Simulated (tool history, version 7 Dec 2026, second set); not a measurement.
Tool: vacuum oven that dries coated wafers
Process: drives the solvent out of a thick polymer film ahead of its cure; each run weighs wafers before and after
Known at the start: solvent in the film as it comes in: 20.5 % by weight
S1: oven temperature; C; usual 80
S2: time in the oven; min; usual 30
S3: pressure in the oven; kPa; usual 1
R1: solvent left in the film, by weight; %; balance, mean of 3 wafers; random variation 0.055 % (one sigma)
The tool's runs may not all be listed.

run,hour,S1,S2,S3,R1
1,0,80,30,1,2.63
2,8.8,80,26,1,3.33
3,16.3,80,30,1,2.77
4,30.1,80,30,1,2.54
5,37.1,72,30,1,5.41
6,49.3,70,30,1,6.06
7,56.6,70,30,1,6.15
8,66.5,81,30,1,2.33
9,77.8,94,30,1,0.49
10,90.2,80,36,1,1.91
11,101.1,80,36,3.83,3.15
12,110.7,80,36,3.83,3.11
13,116.8,80,36,3.83,3.17
14,128.3,80,36,3.83,3.2
15,137.7,80,36,3.83,3.27
16,150.1,80,30,3.88,3.97
# hour 152.4: vacuum gauge cleaned of residue and calibrated
17,166.6,80,30,1,2.81
18,177.9,80,30,1,2.81
19,192.1,80,30,0.75,2.65
20,203.8,80,30,0.75,2.63
21,218.5,80,30,1,2.85
# hour 221.7: vacuum gauge cleaned of residue and calibrated, once more
22,234.9,80,30,1,2.8
23,248.1,80,30,1.56,2.85
24,256.6,85,19,0.71,3.29
25,271.5,85,22,0.98,2.69
26,278.9,85,25,0.98,2.11
27,293,80,43,1,1.42
28,302.4,71,19,1.38,8.51
29,309.5,70,40,1,4.48
30,317.4,84,42,0.53,0.71
31,328,80,35,2.99,2.99
32,339.4,91,22,1,1.39
33,346.7,85,30,2.96,2.26
34,360.4,85,24,2.96,3
35,368.1,94,24,2.01,1.04
36,377.6,86,20,0.86,2.92
37,389.5,75,20,0.66,6.61
38,398.4,74,30,1.01,4.7
39,404.8,67,36,1.63,6.84
40,411.7,91,49,1,0.31
41,423.1,91,49,1,0.34
42,432.8,80,38,1.19,1.96
43,446.3,77,32,1.67,3.71
44,455.6,77,32,1.67,3.75
45,469.5,67,46,1.67,5.49
46,480.8,67,46,1.67,5.55

Forecast each of these 5 alternatives for the next run:
A,493.1,84,46,1.31,?
B,493.1,77,24,1.67,?
C,493.1,92,46,1.67,?
D,493.1,67,29,1.67,?
E,493.1,67,30,1,?

run,R1
A,1
B,5.19
C,0.53
D,8
E,7.44
Without the tool's hidden state the same runs would have given:
run,R1
A,0.81
B,4.47
C,0.46
D,7.2
E,6.66
